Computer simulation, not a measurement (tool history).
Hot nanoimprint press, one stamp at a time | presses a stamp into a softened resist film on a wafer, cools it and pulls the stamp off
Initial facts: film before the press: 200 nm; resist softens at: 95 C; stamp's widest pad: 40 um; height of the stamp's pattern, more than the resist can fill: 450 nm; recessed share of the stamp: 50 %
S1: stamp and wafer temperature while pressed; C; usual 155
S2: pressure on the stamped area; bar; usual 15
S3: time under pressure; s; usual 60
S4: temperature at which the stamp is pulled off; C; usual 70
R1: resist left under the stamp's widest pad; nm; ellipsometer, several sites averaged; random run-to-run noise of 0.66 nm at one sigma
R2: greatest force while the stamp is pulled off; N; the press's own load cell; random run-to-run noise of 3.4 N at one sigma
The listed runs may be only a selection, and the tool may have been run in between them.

| run | hour | S1 | S2 | S3 | S4 | R1 | R2 |
|---|---|---|---|---|---|---|---|
| 1 | 0 | 155 | 15 | 60 | 70 | 76.5 | 167 |
| 2 | 51.6 | 155 | 15 | 60 | 70 | 78 | 172 |
| 3 | 94.4 | 155 | 15 | 60 | 70 | 77.5 | 177 |
| 4 | 191.1 | 155 | 15 | 73 | 70 | 73.3 | 196 |
| 5 | 275.2 | 155 | 15 | 73 | 70 | 74.7 | 203 |
| 6 | 373.4 | 155 | 15 | 60 | 70 | 84.5 | 217 |
| 7 | 430.6 | 155 | 15 | 60 | 68 | 83.6 | 185 |
| 8 | 513.8 | 155 | 15 | 60 | 70 | 86.4 | 187 |
| 9 | 613.4 | 155 | 15 | 60 | 70 | 72.6 | 176 |
| 10 | 678.2 | 155 | 15 | 33 | 70 | 92.7 | 192 |
| 11 | 752.6 | 155 | 15 | 60 | 70 | 75 | 198 |
| 12 | 835 | 151 | 15 | 60 | 70 | 93.6 | 165 |
| 13 | 926.5 | 155 | 15 | 60 | 70 | 76 | 179 |
| 14 | 1007.7 | 163 | 15 | 60 | 70 | 47.6 | 184 |
| 15 | 1095 | 163 | 15 | 60 | 70 | 48.2 | 196 |
| 16 | 1144.1 | 163 | 15 | 58 | 70 | 49.3 | 214 |
| 17 | 1187.7 | 163 | 15 | 58 | 70 | 49.4 | 212 |
| 18 | 1259.2 | 163 | 15 | 58 | 70 | 49.9 | 171 |
| 19 | 1314.1 | 150 | 11.2 | 40 | 56 | 132 | 241 |
| 20 | 1364.8 | 159 | 11.7 | 51 | 56 | 75.3 | 250 |
| 21 | 1436 | 159 | 11.7 | 51 | 56 | 76.3 | 265 |
| 22 | 1532 | 155 | 13.1 | 60 | 70 | 76.9 | 191 |
| 23 | 1588.6 | 155 | 13.1 | 60 | 70 | 78.2 | 209 |
| 24 | 1667.7 | 155 | 10.4 | 106 | 70 | 69.4 | 167 |
| 25 | 1747.5 | 148 | 15 | 52 | 70 | 114.9 | 173 |
| 26 | 1811.7 | 155 | 11.3 | 60 | 62 | 85.7 | 215 |
| 27 | 1866.6 | 155 | 12.1 | 47 | 62 | 92 | 228 |
| 28 | 1958.4 | 162 | 10.4 | 43 | 68 | 72 | 204 |
| 29 | 2021.5 | 156 | 17.3 | 61 | 75 | 68 | 142 |
| 30 | 2081.7 | 155 | 15 | 48 | 59 | 85.3 | 221 |

Withheld: 9 entries from between the runs. Position of each, and hidden state at the listed run before versus the listed run after:
In the gap between runs 5 and 6: plate thermocouple calibrated (hour 288.2)
  true temperature over the reading, C: -1.78 -> -2.55; pressure that arrives at the usual setting, %: 95.92 -> 95.52; grip of the stamp's worn release coat, % over a new coat's: 18.7 -> 25.4
  what was measured, less what the result would be without the hidden state, R1: +8.7 -> +13 nm; R2: +40 -> +55 N
In the gap between runs 6 and 7: stamp cleaned and given a new release coat (hour 402.6)
  true temperature over the reading, C: -2.55 -> -2.66; pressure that arrives at the usual setting, %: 95.52 -> 95.31; grip of the stamp's worn release coat, % over a new coat's: 25.4 -> 1.8
  what was measured, less what the result would be without the hidden state, R1: +13 -> +13.6 nm; R2: +55 -> +14 N
In the gap between runs 8 and 9: plate thermocouple calibrated, once more (hour 565.3)
  true temperature over the reading, C: -2.85 -> -0.15; pressure that arrives at the usual setting, %: 94.98 -> 94.58; grip of the stamp's worn release coat, % over a new coat's: 7.4 -> 14
  what was measured, less what the result would be without the hidden state, R1: +14.8 -> +2.6 nm; R2: +24 -> +22 N
In the gap between runs 11 and 12: stamp cleaned and given a new release coat (hour 798.7)
  true temperature over the reading, C: -0.44 -> -0.6; pressure that arrives at the usual setting, %: 94.04 -> 93.71; grip of the stamp's worn release coat, % over a new coat's: 23.8 -> 2.4
  what was measured, less what the result would be without the hidden state, R1: +4.1 -> +5.8 nm; R2: +40 -> +7 N
In the gap between runs 13 and 14: press's hydraulic seals changed and the load cell set to zero (hour 949.6)
  true temperature over the reading, C: -0.78 -> -0.95; pressure that arrives at the usual setting, %: 93.34 -> 99.61; grip of the stamp's worn release coat, % over a new coat's: 8.5 -> 13.5
  what was measured, less what the result would be without the hidden state, R1: +5.9 -> +2.5 nm; R2: +17 -> +26 N
In the gap between runs 17 and 18: stamp cleaned and given a new release coat (hour 1206.4)
  true temperature over the reading, C: -1.35 -> -1.5; pressure that arrives at the usual setting, %: 98.88 -> 98.63; grip of the stamp's worn release coat, % over a new coat's: 26.2 -> 3.5
  what was measured, less what the result would be without the hidden state, R1: +3.9 -> +4.4 nm; R2: +50 -> +12 N
In the gap between runs 21 and 22: plate thermocouple calibrated (hour 1451.9)
  true temperature over the reading, C: -1.86 -> -0.1; pressure that arrives at the usual setting, %: 97.92 -> 97.55; grip of the stamp's worn release coat, % over a new coat's: 15.5 -> 22
  what was measured, less what the result would be without the hidden state, R1: +8 -> +1.3 nm; R2: +43 -> +35 N
In the gap between runs 23 and 24: stamp cleaned and given a new release coat (hour 1603.4)
  true temperature over the reading, C: -0.23 -> -0.36; pressure that arrives at the usual setting, %: 97.33 -> 97.03; grip of the stamp's worn release coat, % over a new coat's: 26.1 -> 4.3
  what was measured, less what the result would be without the hidden state, R1: +2 -> +2.2 nm; R2: +44 -> +8 N
In the gap between runs 28 and 29: stamp cleaned and given a new release coat (hour 1999.4)
  true temperature over the reading, C: -0.98 -> -1.12; pressure that arrives at the usual setting, %: 95.93 -> 95.69; grip of the stamp's worn release coat, % over a new coat's: 24.3 -> 1.4
  what was measured, less what the result would be without the hidden state, R1: +4.6 -> +5.9 nm; R2: +44 -> +7 N
